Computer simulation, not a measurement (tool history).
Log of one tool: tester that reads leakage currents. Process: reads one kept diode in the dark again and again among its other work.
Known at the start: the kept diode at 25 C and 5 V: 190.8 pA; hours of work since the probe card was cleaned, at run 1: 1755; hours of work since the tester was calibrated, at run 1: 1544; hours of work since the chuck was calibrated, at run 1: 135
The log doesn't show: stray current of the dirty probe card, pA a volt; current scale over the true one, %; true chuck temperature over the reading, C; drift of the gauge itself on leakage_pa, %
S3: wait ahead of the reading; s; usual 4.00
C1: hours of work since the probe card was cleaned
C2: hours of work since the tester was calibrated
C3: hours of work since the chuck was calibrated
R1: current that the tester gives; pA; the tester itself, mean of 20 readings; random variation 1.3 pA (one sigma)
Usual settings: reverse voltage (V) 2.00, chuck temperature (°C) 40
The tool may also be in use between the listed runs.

{"run": 1, "hour": 0.0, "reverse voltage (V)": 2.0, "chuck temperature (°C)": 40, "S3": 4.0, "C1": 1755, "C2": 1544, "C3": 135, "R1": 454.49}
{"run": 2, "hour": 117.9, "reverse voltage (V)": 2.0, "chuck temperature (°C)": 40, "S3": 4.0, "C1": 1820, "C2": 1610, "C3": 201, "R1": 458.7}
{"run": 3, "hour": 206.5, "reverse voltage (V)": 2.0, "chuck temperature (°C)": 40, "S3": 4.0, "C1": 1870, "C2": 1659, "C3": 250, "R1": 460.67}
{"run": 4, "hour": 266.2, "reverse voltage (V)": 2.0, "chuck temperature (°C)": 40, "S3": 1.55, "C1": 1903, "C2": 1693, "C3": 283, "R1": 458.62}
{"hour": 372.8, "done": "probe card cleaned and baked"}
{"run": 5, "hour": 372.8, "reverse voltage (V)": 7.03, "chuck temperature (°C)": 40, "S3": 4.0, "C1": 0, "C2": 1750, "C3": 341, "R1": 885.84}
{"run": 6, "hour": 458.9, "reverse voltage (V)": 7.03, "chuck temperature (°C)": 40, "S3": 4.0, "C1": 48, "C2": 1798, "C3": 389, "R1": 891.61}
{"run": 7, "hour": 523.9, "reverse voltage (V)": 2.0, "chuck temperature (°C)": 40, "S3": 2.69, "C1": 84, "C2": 1835, "C3": 425, "R1": 462.21}
{"run": 8, "hour": 639.3, "reverse voltage (V)": 2.0, "chuck temperature (°C)": 40, "S3": 2.69, "C1": 148, "C2": 1899, "C3": 489, "R1": 464.31}
{"run": 9, "hour": 737.3, "reverse voltage (V)": 2.0, "chuck temperature (°C)": 40, "S3": 2.69, "C1": 203, "C2": 1954, "C3": 544, "R1": 468.5}
{"run": 10, "hour": 835.6, "reverse voltage (V)": 2.0, "chuck temperature (°C)": 40, "S3": 4.0, "C1": 258, "C2": 2008, "C3": 599, "R1": 466.5}
{"run": 11, "hour": 906.3, "reverse voltage (V)": 2.0, "chuck temperature (°C)": 59, "S3": 4.0, "C1": 297, "C2": 2048, "C3": 638, "R1": 2096.78}
{"hour": 929.3, "done": "probe card cleaned and baked, once more"}
{"run": 12, "hour": 965.5, "reverse voltage (V)": 2.0, "chuck temperature (°C)": 40, "S3": 4.0, "C1": 20, "C2": 2079, "C3": 670, "R1": 468.03}
{"run": 13, "hour": 1089.0, "reverse voltage (V)": 2.0, "chuck temperature (°C)": 40, "S3": 4.0, "C1": 89, "C2": 2148, "C3": 738, "R1": 467.05}
{"run": 14, "hour": 1161.9, "reverse voltage (V)": 2.0, "chuck temperature (°C)": 33, "S3": 4.0, "C1": 130, "C2": 2189, "C3": 779, "R1": 256.62}
{"run": 15, "hour": 1289.7, "reverse voltage (V)": 2.0, "chuck temperature (°C)": 33, "S3": 4.0, "C1": 201, "C2": 2260, "C3": 850, "R1": 257.4}
{"run": 16, "hour": 1414.4, "reverse voltage (V)": 2.89, "chuck temperature (°C)": 40, "S3": 4.0, "C1": 270, "C2": 2329, "C3": 920, "R1": 569.49}
{"run": 17, "hour": 1503.1, "reverse voltage (V)": 2.0, "chuck temperature (°C)": 40, "S3": 4.0, "C1": 320, "C2": 2379, "C3": 969, "R1": 474.41}
{"run": 18, "hour": 1638.0, "reverse voltage (V)": 2.0, "chuck temperature (°C)": 40, "S3": 4.0, "C1": 395, "C2": 2454, "C3": 1044, "R1": 474.81}
{"run": 19, "hour": 1757.2, "reverse voltage (V)": 2.0, "chuck temperature (°C)": 40, "S3": 4.0, "C1": 461, "C2": 2520, "C3": 1111, "R1": 475.2}
{"run": 20, "hour": 1842.0, "reverse voltage (V)": 2.0, "chuck temperature (°C)": 40, "S3": 0.96, "C1": 509, "C2": 2568, "C3": 1158, "R1": 477.2}
{"run": 21, "hour": 1940.6, "reverse voltage (V)": 2.0, "chuck temperature (°C)": 40, "S3": 0.96, "C1": 564, "C2": 2623, "C3": 1213, "R1": 477.39}
{"run": 22, "hour": 2028.2, "reverse voltage (V)": 4.87, "chuck temperature (°C)": 38, "S3": 4.0, "C1": 612, "C2": 2671, "C3": 1262, "R1": 641.95}
{"run": 23, "hour": 2154.6, "reverse voltage (V)": 3.48, "chuck temperature (°C)": 30, "S3": 4.0, "C1": 683, "C2": 2742, "C3": 1332, "R1": 270.73}
{"run": 24, "hour": 2243.6, "reverse voltage (V)": 8.69, "chuck temperature (°C)": 51, "S3": 3.5, "C1": 732, "C2": 2791, "C3": 1382, "R1": 2511.22}
{"run": 25, "hour": 2341.2, "reverse voltage (V)": 5.49, "chuck temperature (°C)": 51, "S3": 3.5, "C1": 787, "C2": 2846, "C3": 1436, "R1": 1994.45}
{"run": 26, "hour": 2425.7, "reverse voltage (V)": 7.77, "chuck temperature (°C)": 51, "S3": 3.5, "C1": 834, "C2": 2893, "C3": 1483, "R1": 2372.72}
{"run": 27, "hour": 2496.5, "reverse voltage (V)": 1.94, "chuck temperature (°C)": 51, "S3": 4.3, "C1": 873, "C2": 2932, "C3": 1523, "R1": 1162.2}
{"run": 28, "hour": 2558.8, "reverse voltage (V)": 6.54, "chuck temperature (°C)": 21, "S3": 1.66, "C1": 908, "C2": 2967, "C3": 1558, "R1": 170.57}
{"run": 29, "hour": 2695.5, "reverse voltage (V)": 6.54, "chuck temperature (°C)": 38, "S3": 1.66, "C1": 984, "C2": 3043, "C3": 1634, "R1": 766.87}
{"run": 30, "hour": 2758.3, "reverse voltage (V)": 12.58, "chuck temperature (°C)": 37, "S3": 1.41, "C1": 1019, "C2": 3078, "C3": 1669, "R1": 989.14}
{"run": 31, "hour": 2829.5, "reverse voltage (V)": 9.08, "chuck temperature (°C)": 40, "S3": 0.53, "C1": 1059, "C2": 3118, "C3": 1708, "R1": 1080.18}
{"run": 32, "hour": 2957.2, "reverse voltage (V)": 9.08, "chuck temperature (°C)": 40, "S3": 0.53, "C1": 1130, "C2": 3189, "C3": 1780, "R1": 1083.71}
{"run": 33, "hour": 3026.9, "reverse voltage (V)": 12.12, "chuck temperature (°C)": 37, "S3": 2.86, "C1": 1169, "C2": 3228, "C3": 1818, "R1": 984.9}
{"hour": 3041.0, "done": "chuck's temperature calibrated"}
{"run": 34, "hour": 3166.7, "reverse voltage (V)": 12.12, "chuck temperature (°C)": 37, "S3": 2.86, "C1": 1246, "C2": 3305, "C3": 70, "R1": 912.08}
{"run": 35, "hour": 3237.2, "reverse voltage (V)": 14.88, "chuck temperature (°C)": 23, "S3": 0.63, "C1": 1285, "C2": 3344, "C3": 109, "R1": 301.22}

Hidden state at the last listed run before each entry between runs and at the first one after, where it differs:
Between runs 4 and 5: probe card cleaned and baked (hour 372.8)
  stray current of the dirty probe card, pA a volt: 1.294 -> 1.602; current scale over the true one, %: 0.74 -> 0.77; true chuck temperature over the reading, C: 0.18 -> 0.21
  measured less the result without the state, R1: +12.63 -> +32.78 pA
Between runs 11 and 12: probe card cleaned and baked, once more (hour 929.3)
  stray current of the dirty probe card, pA a volt: 1.803 -> 0.044; current scale over the true one, %: 0.91 -> 0.92; true chuck temperature over the reading, C: 0.36 -> 0.38
  measured less the result without the state, R1: +78.00 -> +18.84 pA
Between runs 33 and 34: chuck's temperature calibrated (hour 3041.0)
  stray current of the dirty probe card, pA a volt: 0.834 -> 0.884; current scale over the true one, %: 1.46 -> 1.5; true chuck temperature over the reading, C: 1 -> 0.1
  measured less the result without the state, R1: +102.98 -> +31.73 pA

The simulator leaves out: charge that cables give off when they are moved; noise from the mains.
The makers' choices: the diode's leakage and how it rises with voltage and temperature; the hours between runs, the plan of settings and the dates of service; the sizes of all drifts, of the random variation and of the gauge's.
